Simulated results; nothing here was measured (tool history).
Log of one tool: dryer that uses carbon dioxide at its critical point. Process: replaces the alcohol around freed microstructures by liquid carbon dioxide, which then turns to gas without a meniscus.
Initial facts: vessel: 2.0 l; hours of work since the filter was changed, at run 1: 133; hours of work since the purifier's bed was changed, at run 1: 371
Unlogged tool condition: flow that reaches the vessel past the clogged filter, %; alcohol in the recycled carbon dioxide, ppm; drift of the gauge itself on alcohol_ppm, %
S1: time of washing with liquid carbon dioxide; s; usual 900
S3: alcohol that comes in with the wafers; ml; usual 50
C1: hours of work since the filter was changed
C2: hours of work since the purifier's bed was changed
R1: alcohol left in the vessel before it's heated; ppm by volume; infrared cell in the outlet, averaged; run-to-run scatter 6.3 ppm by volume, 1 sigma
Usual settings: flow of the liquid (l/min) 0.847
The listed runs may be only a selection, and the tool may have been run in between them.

Run 1, hour 0: usual settings; C1 133; C2 371. Result: R1 343 ppm by volume.
Run 2, hour 46.1: usual settings but flow of the liquid (l/min) 0.771; C1 153; C2 392. Result: R1 505 ppm by volume.
Run 3, hour 76.9: usual settings but S3 31 ml; C1 167; C2 405. Result: R1 253 ppm by volume.
Run 4, hour 99.4: usual settings; C1 177; C2 415. Result: R1 369 ppm by volume.
Run 5, hour 125.1: usual settings; C1 188; C2 426. Result: R1 383 ppm by volume.
Run 6, hour 151.6: usual settings; C1 200; C2 438. Result: R1 385 ppm by volume.
Run 7, hour 170.7: usual settings; C1 208; C2 446. Result: R1 388 ppm by volume.
Run 8, hour 209.2: usual settings; C1 225; C2 463. Result: R1 422 ppm by volume.
Run 9, hour 249.3: usual settings; C1 243; C2 481. Result: R1 427 ppm by volume.
At hour 258.3: inlet filter changed.
Run 10, hour 290.3: usual settings; C1 14; C2 499. Result: R1 329 ppm by volume.
Run 11, hour 312.6: usual settings; C1 24; C2 508. Result: R1 341 ppm by volume.
Run 12, hour 354.1: usual settings but S3 108 ml; C1 42; C2 527. Result: R1 646 ppm by volume.
Run 13, hour 378.2: usual settings but S3 108 ml; C1 53; C2 537. Result: R1 652 ppm by volume.
Run 14, hour 421.2: usual settings but S1 840 s, flow of the liquid (l/min) 0.766, S3 108 ml; C1 72; C2 556. Result: R1 1289 ppm by volume.
Run 15, hour 462.1: usual settings but S1 840 s, flow of the liquid (l/min) 0.766, S3 108 ml; C1 90; C2 574. Result: R1 1330 ppm by volume.
Run 16, hour 497.5: usual settings but S1 840 s, flow of the liquid (l/min) 0.792, S3 42 ml; C1 105; C2 590. Result: R1 494 ppm by volume.
Run 17, hour 538.6: usual settings but S1 1080 s, flow of the liquid (l/min) 0.553, S3 91 ml; C1 123; C2 608. Result: R1 1419 ppm by volume.
Run 18, hour 558: usual settings but S1 1080 s, flow of the liquid (l/min) 0.553, S3 64 ml; C1 132; C2 617. Result: R1 1070 ppm by volume.
Run 19, hour 588.5: usual settings but S1 1080 s, flow of the liquid (l/min) 0.553, S3 64 ml; C1 145; C2 630. Result: R1 1055 ppm by volume.
Run 20, hour 630.7: usual settings but S1 1080 s, flow of the liquid (l/min) 0.553, S3 64 ml; C1 164; C2 649. Result: R1 1093 ppm by volume.
Run 21, hour 654.2: usual settings but S1 1080 s, flow of the liquid (l/min) 0.553, S3 64 ml; C1 174; C2 659. Result: R1 1052 ppm by volume.
Run 22, hour 699.6: usual settings but S1 600 s, flow of the liquid (l/min) 1.348, S3 41 ml; C1 194; C2 679. Result: R1 317 ppm by volume.
Run 23, hour 743.3: usual settings but S1 600 s, flow of the liquid (l/min) 1.348, S3 41 ml; C1 214; C2 698. Result: R1 318 ppm by volume.
Run 24, hour 766.3: usual settings but S1 660 s, flow of the liquid (l/min) 0.843, S3 41 ml; C1 224; C2 708. Result: R1 960 ppm by volume.
Run 25, hour 802.2: usual settings but S1 1020 s, flow of the liquid (l/min) 0.585, S3 57 ml; C1 240; C2 724. Result: R1 1086 ppm by volume.

Alternative continuations, all from the tool just after run 25; predict every row:
At hour 819.5: inlet filter changed.
Run A, hour 837.8: usual settings but flow of the liquid (l/min) 0.871, S3 20 ml; C1 8; C2 739. Result: R1 ?.
At hour 819.5: inlet filter changed.
Run B, hour 837.8: usual settings but S1 840 s, flow of the liquid (l/min) 1.2, S3 57 ml; C1 8; C2 739. Result: R1 ?.
At hour 819.5: inlet filter changed.
Run C, hour 837.8: usual settings but flow of the liquid (l/min) 0.716, S3 51 ml; C1 8; C2 739. Result: R1 ?.
At hour 819.5: inlet filter changed.
Run D, hour 837.8: usual settings but S1 660 s, flow of the liquid (l/min) 1.036; C1 8; C2 739. Result: R1 ?.
At hour 819.5: inlet filter changed.
Run E, hour 837.8: usual settings but S1 1020 s, flow of the liquid (l/min) 0.585, S3 51 ml; C1 8; C2 739. Result: R1 ?.

run   R1
  A  185
  B  177
  C  614
  D  520
  E  772
With the hidden condition removed and each run's random variation left untouched, the same runs would have given:
run   R1
  A   94
  B   85
  C  517
  D  424
  E  675

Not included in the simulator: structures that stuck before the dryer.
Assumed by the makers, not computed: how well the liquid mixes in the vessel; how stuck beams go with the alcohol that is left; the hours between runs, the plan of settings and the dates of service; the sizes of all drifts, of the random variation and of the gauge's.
